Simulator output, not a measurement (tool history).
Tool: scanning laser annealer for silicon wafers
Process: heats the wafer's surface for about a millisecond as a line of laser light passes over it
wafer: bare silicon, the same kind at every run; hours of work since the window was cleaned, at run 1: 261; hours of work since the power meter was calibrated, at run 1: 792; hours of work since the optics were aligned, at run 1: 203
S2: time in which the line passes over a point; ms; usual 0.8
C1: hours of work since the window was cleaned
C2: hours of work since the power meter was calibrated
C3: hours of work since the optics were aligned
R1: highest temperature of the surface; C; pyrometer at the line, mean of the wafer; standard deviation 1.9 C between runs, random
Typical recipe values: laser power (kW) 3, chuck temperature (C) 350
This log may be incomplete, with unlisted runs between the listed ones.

Run 1, hour 0: usual settings; C1 261; C2 792; C3 203. Result: R1 1095 C.
Run 2, hour 45.1: usual settings but S2 0.665 ms; C1 289; C2 820; C3 231. Result: R1 1022 C.
Run 3, hour 85.1: usual settings but S2 0.665 ms; C1 314; C2 845; C3 256. Result: R1 1019 C.
Run 4, hour 152.1: usual settings but S2 0.665 ms; C1 356; C2 887; C3 298. Result: R1 1019 C.
Run 5, hour 196.9: usual settings but S2 0.665 ms; C1 384; C2 915; C3 326. Result: R1 1019 C.
Run 6, hour 254.4: usual settings but S2 0.665 ms; C1 419; C2 951; C3 362. Result: R1 1016 C.
Run 7, hour 285.3: usual settings; C1 439; C2 970; C3 381. Result: R1 1084 C.
Run 8, hour 357.6: usual settings; C1 484; C2 1015; C3 426. Result: R1 1083 C.
Run 9, hour 418.7: usual settings but chuck temperature (C) 376; C1 522; C2 1053; C3 464. Result: R1 1105 C.
Run 10, hour 472.7: usual settings but chuck temperature (C) 376; C1 555; C2 1087; C3 498. Result: R1 1104 C.
Run 11, hour 516.9: usual settings but chuck temperature (C) 376; C1 583; C2 1114; C3 525. Result: R1 1101 C.
Run 12, hour 549: usual settings but chuck temperature (C) 376; C1 603; C2 1134; C3 545. Result: R1 1100 C.
Run 13, hour 580.8: usual settings but chuck temperature (C) 376; C1 623; C2 1154; C3 565. Result: R1 1100 C.
Run 14, hour 628.2: usual settings; C1 652; C2 1183; C3 595. Result: R1 1070 C.
Run 15, hour 693.6: usual settings; C1 693; C2 1224; C3 635. Result: R1 1067 C.
Run 16, hour 755.3: usual settings; C1 731; C2 1263; C3 674. Result: R1 1068 C.
Run 17, hour 812.3: usual settings; C1 767; C2 1298; C3 709. Result: R1 1064 C.
Run 18, hour 875.1: usual settings but S2 0.789 ms; C1 806; C2 1337; C3 748. Result: R1 1061 C.
Run 19, hour 948.9: usual settings but S2 0.789 ms; C1 852; C2 1383; C3 794. Result: R1 1055 C.
Run 20, hour 980.7: usual settings; C1 872; C2 1403; C3 814. Result: R1 1059 C.
At hour 1042.8: window over the wafer cleaned.
Run 21, hour 1051.6: usual settings; C1 5; C2 1446; C3 857. Result: R1 1101 C.
Run 22, hour 1089.6: usual settings but chuck temperature (C) 310; C1 29; C2 1470; C3 881. Result: R1 1058 C.
Run 23, hour 1145.9: usual settings but laser power (kW) 2.972, S2 0.66 ms, chuck temperature (C) 387; C1 64; C2 1505; C3 916. Result: R1 1050 C.
Run 24, hour 1176.5: usual settings but laser power (kW) 2.972, S2 0.66 ms, chuck temperature (C) 387; C1 83; C2 1524; C3 935. Result: R1 1052 C.
Run 25, hour 1218.8: usual settings but S2 0.711 ms; C1 110; C2 1550; C3 961. Result: R1 1049 C.
Run 26, hour 1261: usual settings but S2 0.711 ms; C1 136; C2 1577; C3 988. Result: R1 1047 C.
Run 27, hour 1292.5: usual settings but S2 0.711 ms; C1 156; C2 1596; C3 1007. Result: R1 1046 C.
Run 28, hour 1358.5: usual settings but S2 0.711 ms; C1 197; C2 1637; C3 1048. Result: R1 1041 C.
Run 29, hour 1401.9: usual settings but laser power (kW) 2.668, S2 0.735 ms; C1 224; C2 1664; C3 1075. Result: R1 974 C.
Run 30, hour 1457.3: usual settings but laser power (kW) 2.728, S2 0.735 ms; C1 258; C2 1699; C3 1110. Result: R1 988 C.
Run 31, hour 1500: usual settings but laser power (kW) 2.89, S2 0.735 ms, chuck temperature (C) 378; C1 285; C2 1725; C3 1137. Result: R1 1055 C.
Run 32, hour 1572.7: usual settings but laser power (kW) 2.977, S2 0.935 ms, chuck temperature (C) 345; C1 330; C2 1771; C3 1182. Result: R1 1135 C.
Run 33, hour 1612.4: usual settings but laser power (kW) 3.134, chuck temperature (C) 318; C1 355; C2 1795; C3 1207. Result: R1 1078 C.
Run 34, hour 1674.1: usual settings but laser power (kW) 2.85, S2 0.673 ms; C1 393; C2 1834; C3 1245. Result: R1 979 C.
Run 35, hour 1742.9: usual settings but S2 0.759 ms, chuck temperature (C) 339; C1 436; C2 1877; C3 1288. Result: R1 1044 C.
Run 36, hour 1815.9: usual settings but S2 0.759 ms, chuck temperature (C) 339; C1 482; C2 1922; C3 1333. Result: R1 1044 C.
Run 37, hour 1870.2: usual settings but S2 0.759 ms, chuck temperature (C) 339; C1 516; C2 1956; C3 1367. Result: R1 1038 C.
Run 38, hour 1933: usual settings but S2 0.759 ms, chuck temperature (C) 339; C1 555; C2 1995; C3 1406. Result: R1 1037 C.
Run 39, hour 1963.9: usual settings but S2 0.759 ms, chuck temperature (C) 339; C1 574; C2 2014; C3 1426. Result: R1 1036 C.
Run 40, hour 2009.7: usual settings but laser power (kW) 3.267, S2 0.759 ms, chuck temperature (C) 370; C1 602; C2 2043; C3 1454. Result: R1 1133 C.
Run 41, hour 2063.2: usual settings but laser power (kW) 3.052, S2 0.628 ms, chuck temperature (C) 315; C1 636; C2 2076; C3 1487. Result: R1 952 C.

Here are 3 independent what-if runs from the current tool condition. What would each one return?
Run A, hour 2131.8: usual settings but laser power (kW) 2.552, S2 0.665 ms; C1 679; C2 2119; C3 1530. Result: R1 ?.
Run B, hour 2131.8: usual settings but laser power (kW) 3.005, S2 0.628 ms, chuck temperature (C) 315; C1 679; C2 2119; C3 1530. Result: R1 ?.
Run C, hour 2131.8: usual settings but S2 0.889 ms; C1 679; C2 2119; C3 1530. Result: R1 ?.

run    R1
  A   899
  B   939
  C  1104
With the hidden condition removed and each run's random variation left untouched, the same runs would have given:
run    R1
  A   938
  B   983
  C  1157

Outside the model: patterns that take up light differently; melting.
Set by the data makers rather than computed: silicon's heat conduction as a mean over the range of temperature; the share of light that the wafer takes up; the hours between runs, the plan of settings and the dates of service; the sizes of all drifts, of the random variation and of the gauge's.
